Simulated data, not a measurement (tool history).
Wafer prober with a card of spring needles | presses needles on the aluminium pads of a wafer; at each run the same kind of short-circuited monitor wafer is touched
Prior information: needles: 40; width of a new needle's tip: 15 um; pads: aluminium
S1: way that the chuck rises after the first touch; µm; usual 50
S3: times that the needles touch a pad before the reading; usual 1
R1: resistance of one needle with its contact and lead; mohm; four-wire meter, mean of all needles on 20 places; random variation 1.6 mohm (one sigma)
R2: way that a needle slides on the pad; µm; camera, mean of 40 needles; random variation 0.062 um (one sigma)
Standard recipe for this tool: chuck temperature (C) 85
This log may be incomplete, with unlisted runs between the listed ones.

{"run": 1, "hour": 0.0, "S1": 50, "chuck temperature (C)": 85, "S3": 1, "R1": 186, "R2": 5.65}
{"hour": 4.1, "done": "tips cleaned on abrasive film"}
{"hour": 14.6, "done": "tips cleaned on abrasive film"}
{"hour": 23.7, "done": "tips cleaned on abrasive film"}
{"run": 2, "hour": 23.7, "S1": 50, "chuck temperature (C)": 85, "S3": 1, "R1": 162, "R2": 5.82}
{"hour": 33.2, "done": "tips cleaned on abrasive film"}
{"run": 3, "hour": 38.3, "S1": 50, "chuck temperature (C)": 85, "S3": 1, "R1": 184, "R2": 5.76}
{"hour": 42.6, "done": "tips cleaned on abrasive film"}
{"hour": 52.6, "done": "tips cleaned on abrasive film"}
{"run": 4, "hour": 60.2, "S1": 50, "chuck temperature (C)": 85, "S3": 1, "R1": 191, "R2": 5.63}
{"hour": 62.0, "done": "tips cleaned on abrasive film"}
{"hour": 71.1, "done": "tips cleaned on abrasive film"}
{"hour": 80.5, "done": "tips cleaned on abrasive film"}
{"hour": 90.0, "done": "tips cleaned on abrasive film"}
{"run": 5, "hour": 91.0, "S1": 50, "chuck temperature (C)": 85, "S3": 1, "R1": 170, "R2": 5.57}
{"hour": 99.2, "done": "tips cleaned on abrasive film"}
{"hour": 108.3, "done": "tips cleaned on abrasive film"}
{"run": 6, "hour": 116.3, "S1": 50, "chuck temperature (C)": 85, "S3": 1, "R1": 196, "R2": 5.54}
{"hour": 118.3, "done": "tips cleaned on abrasive film"}
{"hour": 120.7, "done": "height of the first contact set anew"}
{"hour": 128.8, "done": "tips cleaned on abrasive film"}
{"run": 7, "hour": 134.1, "S1": 50, "chuck temperature (C)": 85, "S3": 3, "R1": 169, "R2": 6.06}
{"hour": 138.0, "done": "tips cleaned on abrasive film"}
{"hour": 147.9, "done": "tips cleaned on abrasive film"}
{"run": 8, "hour": 148.4, "S1": 50, "chuck temperature (C)": 85, "S3": 3, "R1": 162, "R2": 5.95}
{"hour": 156.4, "done": "tips cleaned on abrasive film"}
{"hour": 166.5, "done": "tips cleaned on abrasive film"}
{"run": 9, "hour": 171.2, "S1": 50, "chuck temperature (C)": 85, "S3": 3, "R1": 169, "R2": 6.01}
{"hour": 175.2, "done": "tips cleaned on abrasive film"}
{"hour": 185.5, "done": "tips cleaned on abrasive film"}
{"hour": 196.0, "done": "tips cleaned on abrasive film"}
{"run": 10, "hour": 200.2, "S1": 50, "chuck temperature (C)": 85, "S3": 3, "R1": 171, "R2": 5.96}
{"hour": 204.4, "done": "tips cleaned on abrasive film"}
{"hour": 213.5, "done": "tips cleaned on abrasive film"}
{"hour": 223.3, "done": "tips cleaned on abrasive film"}
{"run": 11, "hour": 224.4, "S1": 50, "chuck temperature (C)": 85, "S3": 3, "R1": 164, "R2": 5.86}
{"hour": 232.8, "done": "tips cleaned on abrasive film"}
{"hour": 242.7, "done": "tips cleaned on abrasive film"}
{"run": 12, "hour": 244.1, "S1": 50, "chuck temperature (C)": 85, "S3": 3, "R1": 167, "R2": 5.94}
{"hour": 253.0, "done": "tips cleaned on abrasive film"}
{"hour": 262.6, "done": "tips cleaned on abrasive film"}
{"hour": 271.6, "done": "tips cleaned on abrasive film"}
{"run": 13, "hour": 271.7, "S1": 35, "chuck temperature (C)": 85, "S3": 1, "R1": 176, "R2": 4.08}
{"hour": 280.1, "done": "tips cleaned on abrasive film"}
{"hour": 290.5, "done": "tips cleaned on abrasive film"}
{"hour": 300.9, "done": "tips cleaned on abrasive film"}
{"run": 14, "hour": 303.3, "S1": 51, "chuck temperature (C)": 64, "S3": 1, "R1": 174, "R2": 5.91}
{"hour": 310.6, "done": "tips cleaned on abrasive film"}
{"hour": 319.9, "done": "tips cleaned on abrasive film"}
{"hour": 329.3, "done": "tips cleaned on abrasive film"}
{"run": 15, "hour": 330.4, "S1": 50, "chuck temperature (C)": 42, "S3": 2, "R1": 160, "R2": 5.76}
{"hour": 338.5, "done": "tips cleaned on abrasive film"}
{"hour": 348.5, "done": "tips cleaned on abrasive film"}
{"run": 16, "hour": 350.0, "S1": 50, "chuck temperature (C)": 86, "S3": 1, "R1": 170, "R2": 5.74}
{"hour": 358.0, "done": "tips cleaned on abrasive film"}
{"hour": 367.9, "done": "tips cleaned on abrasive film"}
{"run": 17, "hour": 372.7, "S1": 31, "chuck temperature (C)": 85, "S3": 1, "R1": 230, "R2": 3.4}
{"hour": 376.8, "done": "tips cleaned on abrasive film"}
{"hour": 386.5, "done": "tips cleaned on abrasive film"}
{"run": 18, "hour": 394.1, "S1": 42, "chuck temperature (C)": 103, "S3": 2, "R1": 196, "R2": 4.7}
{"hour": 396.1, "done": "tips cleaned on abrasive film"}
{"hour": 405.4, "done": "tips cleaned on abrasive film"}
{"hour": 414.8, "done": "tips cleaned on abrasive film"}
{"hour": 424.2, "done": "tips cleaned on abrasive film"}
{"run": 19, "hour": 425.6, "S1": 42, "chuck temperature (C)": 103, "S3": 2, "R1": 181, "R2": 4.77}
{"hour": 433.8, "done": "tips cleaned on abrasive film"}
{"hour": 444.2, "done": "tips cleaned on abrasive film"}
{"hour": 454.2, "done": "tips cleaned on abrasive film"}
{"run": 20, "hour": 454.6, "S1": 34, "chuck temperature (C)": 85, "S3": 1, "R1": 181, "R2": 3.77}
{"hour": 463.0, "done": "tips cleaned on abrasive film"}
{"hour": 471.7, "done": "tips cleaned on abrasive film"}
{"hour": 480.2, "done": "tips cleaned on abrasive film"}
{"run": 21, "hour": 484.7, "S1": 33, "chuck temperature (C)": 35, "S3": 1, "R1": 217, "R2": 3.54}
{"hour": 488.9, "done": "tips cleaned on abrasive film"}
{"hour": 498.8, "done": "tips cleaned on abrasive film"}
{"run": 22, "hour": 504.9, "S1": 48, "chuck temperature (C)": 33, "S3": 1, "R1": 187, "R2": 5.35}
{"hour": 507.3, "done": "height of the first contact set anew"}
{"hour": 509.1, "done": "tips cleaned on abrasive film"}
{"hour": 518.8, "done": "tips cleaned on abrasive film"}
{"run": 23, "hour": 525.7, "S1": 48, "chuck temperature (C)": 33, "S3": 1, "R1": 180, "R2": 5.8}
{"hour": 527.9, "done": "tips cleaned on abrasive film"}
{"hour": 538.4, "done": "tips cleaned on abrasive film"}
{"hour": 547.5, "done": "tips cleaned on abrasive film"}
{"run": 24, "hour": 549.7, "S1": 50, "chuck temperature (C)": 44, "S3": 1, "R1": 166, "R2": 5.94}
{"hour": 556.4, "done": "tips cleaned on abrasive film"}
{"run": 25, "hour": 563.1, "S1": 50, "chuck temperature (C)": 44, "S3": 1, "R1": 187, "R2": 5.92}
{"hour": 565.1, "done": "tips cleaned on abrasive film"}
{"hour": 575.3, "done": "tips cleaned on abrasive film"}
{"hour": 583.9, "done": "tips cleaned on abrasive film"}
{"run": 26, "hour": 583.9, "S1": 60, "chuck temperature (C)": 28, "S3": 1, "R1": 150, "R2": 6.94}

Branching from run 26: 5 alternative next runs. What would each branch give?
{"hour": 592.9, "done": "tips cleaned on abrasive film"}
{"run": "A", "hour": 599.4, "S1": 32, "chuck temperature (C)": 103, "S3": 1, "R1": "?", "R2": "?"}
{"hour": 592.9, "done": "tips cleaned on abrasive film"}
{"run": "B", "hour": 599.4, "S1": 50, "chuck temperature (C)": 49, "S3": 2, "R1": "?", "R2": "?"}
{"hour": 592.9, "done": "tips cleaned on abrasive film"}
{"run": "C", "hour": 599.4, "S1": 54, "chuck temperature (C)": 85, "S3": 2, "R1": "?", "R2": "?"}
{"hour": 592.9, "done": "tips cleaned on abrasive film"}
{"run": "D", "hour": 599.4, "S1": 50, "chuck temperature (C)": 106, "S3": 3, "R1": "?", "R2": "?"}
{"hour": 592.9, "done": "tips cleaned on abrasive film"}
{"run": "E", "hour": 599.4, "S1": 60, "chuck temperature (C)": 28, "S3": 2, "R1": "?", "R2": "?"}

run=A R1=248 R2=3.7
run=B R1=172 R2=5.97
run=C R1=176 R2=6.3
run=D R1=179 R2=5.94
run=E R1=165 R2=7.12
With no hidden state in the tool, these same runs would have given:
run=A R1=173 R2=3.82
run=B R1=150 R2=6.09
run=C R1=157 R2=6.42
run=D R1=165 R2=6.06
run=E R1=148 R2=7.24

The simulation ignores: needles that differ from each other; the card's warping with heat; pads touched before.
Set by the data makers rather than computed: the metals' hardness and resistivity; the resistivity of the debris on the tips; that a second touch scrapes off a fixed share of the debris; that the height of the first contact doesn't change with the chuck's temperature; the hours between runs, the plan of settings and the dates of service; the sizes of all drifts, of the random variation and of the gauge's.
